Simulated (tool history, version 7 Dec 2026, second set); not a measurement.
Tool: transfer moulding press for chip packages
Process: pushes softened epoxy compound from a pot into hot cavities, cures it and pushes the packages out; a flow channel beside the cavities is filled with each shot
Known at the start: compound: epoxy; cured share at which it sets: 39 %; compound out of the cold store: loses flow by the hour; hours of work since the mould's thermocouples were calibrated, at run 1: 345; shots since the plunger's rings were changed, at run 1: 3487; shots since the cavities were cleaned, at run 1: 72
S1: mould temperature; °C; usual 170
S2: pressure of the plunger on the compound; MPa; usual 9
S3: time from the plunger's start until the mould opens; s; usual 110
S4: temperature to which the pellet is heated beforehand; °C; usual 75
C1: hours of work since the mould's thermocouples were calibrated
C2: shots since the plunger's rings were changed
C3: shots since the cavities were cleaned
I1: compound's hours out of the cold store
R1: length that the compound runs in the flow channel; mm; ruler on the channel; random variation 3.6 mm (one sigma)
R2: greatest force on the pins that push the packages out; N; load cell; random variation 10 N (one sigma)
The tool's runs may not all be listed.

run     day   S1    S2   S3  S4   C1    C2   C3    I1   R1   R2
  1       0  170     9  110  75  345  3487   72  41.1  608  538
  2   1.654  170     9  110  75  366  3807  392  29.8  619  804
      2.025  -- cavities cleaned with cleaning compound and waxed
  3   3.612  170     9  110  75  390  4174  307   9.6  658  792
      4.379  -- cavities cleaned with cleaning compound and waxed
  4   5.438  170  8.36  110  75  412  4515  205  31.3  585  700
      6.796  -- cavities cleaned with cleaning compound and waxed
  5   7.321  170  8.36  110  75  434  4868  101  18.2  613  599
      9.208  -- cavities cleaned with cleaning compound and waxed
  6     9.3  170     9  110  75  458  5239   17  39.3  584  499
      9.888  -- plunger's sealing rings changed
  7  10.558  170  9.61  100  73  473   130  241  11.7  732  786
     11.654  -- cavities cleaned with cleaning compound and waxed
  8  11.654  163     9  110  76  486   330    0    45  649  639
  9  12.842  163     9  110  76  501   560  230  39.7  663  968
 10  13.771  173     9  110  75  512   740  410  31.2  651  794
     14.079  -- cavities cleaned with cleaning compound and waxed
 11  14.954  177  9.19   91  85  526   957  169  43.5  626  652

5 ways to go on from here, each from the tool as it stands after run 11. What would each give?
  A  15.917  163  8.79   91  75  538  1144  356  15.5   ?   ?
  B  15.917  162  6.83  130  85  538  1144  356  24.4   ?   ?
  C  15.917  177  9.19  111  85  538  1144  356    20   ?   ?
  D  15.917  167     8  110  82  538  1144  356  27.5   ?   ?
  E  15.917  171  8.43   96  75  538  1144  356  35.4   ?   ?

run   R1    R2
  A  697  1717
  B  597   849
  C  669   726
  D  623   882
  E  625   873
Without the tool's hidden state the same runs would have given:
run   R1    R2
  A  714  1025
  B  612   500
  C  686   416
  D  639   516
  E  640   511

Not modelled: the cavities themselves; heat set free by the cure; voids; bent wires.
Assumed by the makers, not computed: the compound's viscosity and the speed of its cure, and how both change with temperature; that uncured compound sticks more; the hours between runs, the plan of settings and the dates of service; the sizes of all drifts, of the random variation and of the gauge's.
